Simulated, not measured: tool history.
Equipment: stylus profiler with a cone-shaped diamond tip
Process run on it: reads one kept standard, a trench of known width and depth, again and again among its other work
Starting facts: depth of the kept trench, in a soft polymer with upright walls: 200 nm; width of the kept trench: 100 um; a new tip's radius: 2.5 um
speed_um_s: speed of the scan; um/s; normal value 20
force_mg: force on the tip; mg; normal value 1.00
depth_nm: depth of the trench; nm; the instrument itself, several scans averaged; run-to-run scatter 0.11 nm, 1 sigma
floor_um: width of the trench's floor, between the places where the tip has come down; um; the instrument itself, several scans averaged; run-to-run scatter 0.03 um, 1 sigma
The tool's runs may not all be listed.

Run 1, hour 0.0: usual settings. Result: depth_nm 201.09 nm, floor_um 97.39 um.
Run 2, hour 45.8: usual settings but speed_um_s 29 um/s. Result: depth_nm 201.06 nm, floor_um 97.36 um.
Run 3, hour 75.2: usual settings but speed_um_s 29 um/s. Result: depth_nm 201.16 nm, floor_um 97.36 um.
Run 4, hour 101.5: usual settings but speed_um_s 33 um/s. Result: depth_nm 201.16 nm, floor_um 97.31 um.
Run 5, hour 145.9: usual settings but force_mg 2.24 mg. Result: depth_nm 202.36 nm, floor_um 97.36 um.
Run 6, hour 176.0: usual settings but speed_um_s 16 um/s, force_mg 2.24 mg. Result: depth_nm 202.30 nm, floor_um 97.45 um.
Run 7, hour 200.6: usual settings but speed_um_s 7 um/s, force_mg 2.24 mg. Result: depth_nm 202.26 nm, floor_um 97.50 um.
Run 8, hour 249.2: usual settings but force_mg 0.96 mg. Result: depth_nm 200.84 nm, floor_um 97.35 um.
Run 9, hour 271.7: usual settings but force_mg 0.96 mg. Result: depth_nm 201.16 nm, floor_um 97.34 um.
Run 10, hour 314.3: usual settings but speed_um_s 56 um/s. Result: depth_nm 201.14 nm, floor_um 97.08 um.
Run 11, hour 347.2: usual settings but speed_um_s 56 um/s. Result: depth_nm 201.08 nm, floor_um 97.01 um.
Run 12, hour 393.9: usual settings but speed_um_s 56 um/s. Result: depth_nm 201.01 nm, floor_um 97.02 um.
Run 13, hour 422.8: usual settings but speed_um_s 56 um/s. Result: depth_nm 201.07 nm, floor_um 97.02 um.
Run 14, hour 451.1: usual settings but speed_um_s 56 um/s. Result: depth_nm 201.00 nm, floor_um 96.99 um.
Run 15, hour 486.5: usual settings but speed_um_s 7 um/s. Result: depth_nm 200.90 nm, floor_um 97.43 um.
Run 16, hour 538.5: usual settings but speed_um_s 7 um/s. Result: depth_nm 200.96 nm, floor_um 97.35 um.
Run 17, hour 584.9: usual settings but force_mg 0.74 mg. Result: depth_nm 200.71 nm, floor_um 97.25 um.
Run 18, hour 637.9: usual settings but force_mg 0.74 mg. Result: depth_nm 200.49 nm, floor_um 97.20 um.
Run 19, hour 663.5: usual settings but force_mg 0.74 mg. Result: depth_nm 200.62 nm, floor_um 97.19 um.
Run 20, hour 705.0: usual settings but force_mg 0.74 mg. Result: depth_nm 200.45 nm, floor_um 97.22 um.
Run 21, hour 733.9: usual settings but force_mg 2.31 mg. Result: depth_nm 202.01 nm, floor_um 97.29 um.
Run 22, hour 771.9: usual settings. Result: depth_nm 200.86 nm, floor_um 97.14 um.
Run 23, hour 818.2: usual settings. Result: depth_nm 200.69 nm, floor_um 97.15 um.
At hour 833.3: height scale calibrated on a step standard.
Run 24, hour 847.3: usual settings but speed_um_s 54 um/s, force_mg 2.70 mg. Result: depth_nm 203.44 nm, floor_um 97.08 um.
Run 25, hour 870.4: usual settings but speed_um_s 37 um/s, force_mg 0.37 mg. Result: depth_nm 200.84 nm, floor_um 96.86 um.
Run 26, hour 892.9: usual settings but speed_um_s 70 um/s, force_mg 0.59 mg. Result: depth_nm 201.44 nm, floor_um 96.59 um.
Run 27, hour 921.0: usual settings but speed_um_s 57 um/s, force_mg 2.91 mg. Result: depth_nm 203.55 nm, floor_um 97.04 um.
Run 28, hour 965.3: usual settings but speed_um_s 15 um/s, force_mg 1.06 mg. Result: depth_nm 201.94 nm, floor_um 97.28 um.
Run 29, hour 989.9: usual settings but speed_um_s 56 um/s, force_mg 0.98 mg. Result: depth_nm 201.79 nm, floor_um 96.86 um.
Run 30, hour 1012.5: usual settings but speed_um_s 78 um/s, force_mg 1.14 mg. Result: depth_nm 202.05 nm, floor_um 96.73 um.
Run 31, hour 1055.8: usual settings but speed_um_s 78 um/s, force_mg 1.14 mg. Result: depth_nm 201.85 nm, floor_um 96.64 um.
Run 32, hour 1088.1: usual settings but speed_um_s 6 um/s. Result: depth_nm 201.88 nm, floor_um 97.26 um.
Run 33, hour 1113.7: usual settings but speed_um_s 76 um/s, force_mg 2.51 mg. Result: depth_nm 203.44 nm, floor_um 96.87 um.
Run 34, hour 1156.5: usual settings but speed_um_s 5 um/s, force_mg 1.31 mg. Result: depth_nm 202.06 nm, floor_um 97.20 um.
Run 35, hour 1198.7: usual settings but speed_um_s 6 um/s, force_mg 2.81 mg. Result: depth_nm 203.43 nm, floor_um 97.16 um.
Run 36, hour 1250.8: usual settings but speed_um_s 7 um/s, force_mg 1.49 mg. Result: depth_nm 202.10 nm, floor_um 97.19 um.
Run 37, hour 1301.6: usual settings but speed_um_s 6 um/s, force_mg 0.97 mg. Result: depth_nm 201.36 nm, floor_um 97.16 um.
Run 38, hour 1326.2: usual settings but speed_um_s 10 um/s, force_mg 0.36 mg. Result: depth_nm 200.81 nm, floor_um 97.07 um.
Run 39, hour 1368.3: usual settings but speed_um_s 7 um/s, force_mg 3.00 mg. Result: depth_nm 203.55 nm, floor_um 97.18 um.
Run 40, hour 1403.1: usual settings but speed_um_s 7 um/s, force_mg 0.97 mg. Result: depth_nm 201.68 nm, floor_um 97.19 um.
Run 41, hour 1424.5: usual settings but speed_um_s 7 um/s, force_mg 0.97 mg. Result: depth_nm 201.58 nm, floor_um 97.07 um.
Run 42, hour 1469.4: usual settings but speed_um_s 7 um/s, force_mg 0.97 mg. Result: depth_nm 201.42 nm, floor_um 97.09 um.
Run 43, hour 1505.0: usual settings but speed_um_s 7 um/s, force_mg 0.97 mg. Result: depth_nm 201.49 nm, floor_um 97.11 um.
Run 44, hour 1538.1: usual settings but force_mg 0.37 mg. Result: depth_nm 200.74 nm, floor_um 96.91 um.
Run 45, hour 1561.5: usual settings but speed_um_s 30 um/s, force_mg 1.31 mg. Result: depth_nm 201.95 nm, floor_um 96.94 um.
Run 46, hour 1600.2: usual settings but speed_um_s 16 um/s, force_mg 1.17 mg. Result: depth_nm 201.70 nm, floor_um 97.02 um.

Measured result minus the same run's result without the hidden state. Both carry the same run-to-run variation, though not necessarily the same gauge scatter:
Hidden state present: radius of the tip, um; height scale over the true one, %; drift of the gauge itself on depth_nm, %; drift of the gauge itself on floor_um, %.
run  depth_nm  floor_um
  1     -0.54     -0.47
  2     -0.57     -0.49
  3     -0.57     -0.49
  4     -0.59     -0.50
  5     -0.62     -0.52
  6     -0.62     -0.52
  7     -0.64     -0.52
  8     -0.66     -0.54
  9     -0.67     -0.55
 10     -0.68     -0.56
 11     -0.69     -0.57
 12     -0.71     -0.58
 13     -0.72     -0.59
 14     -0.74     -0.60
 15     -0.76     -0.61
 16     -0.78     -0.62
 17     -0.80     -0.63
 18     -0.82     -0.65
 19     -0.84     -0.65
 20     -0.85     -0.67
 21     -0.87     -0.67
 22     -0.88     -0.68
 23     -0.91     -0.70
 24     +0.11     -0.70
 25     +0.10     -0.70
 26     +0.08     -0.71
 27     +0.08     -0.71
 28     +0.06     -0.73
 29     +0.05     -0.73
 30     +0.04     -0.74
 31     +0.02     -0.75
 32     +0.01     -0.76
 33     +0.00     -0.76
 34     -0.02     -0.78
 35     -0.05     -0.78
 36     -0.07     -0.80
 37     -0.09     -0.81
 38     -0.10     -0.82
 39     -0.12     -0.83
 40     -0.14     -0.83
 41     -0.14     -0.85
 42     -0.16     -0.85
 43     -0.18     -0.86
 44     -0.19     -0.87
 45     -0.20     -0.88
 46     -0.22     -0.89

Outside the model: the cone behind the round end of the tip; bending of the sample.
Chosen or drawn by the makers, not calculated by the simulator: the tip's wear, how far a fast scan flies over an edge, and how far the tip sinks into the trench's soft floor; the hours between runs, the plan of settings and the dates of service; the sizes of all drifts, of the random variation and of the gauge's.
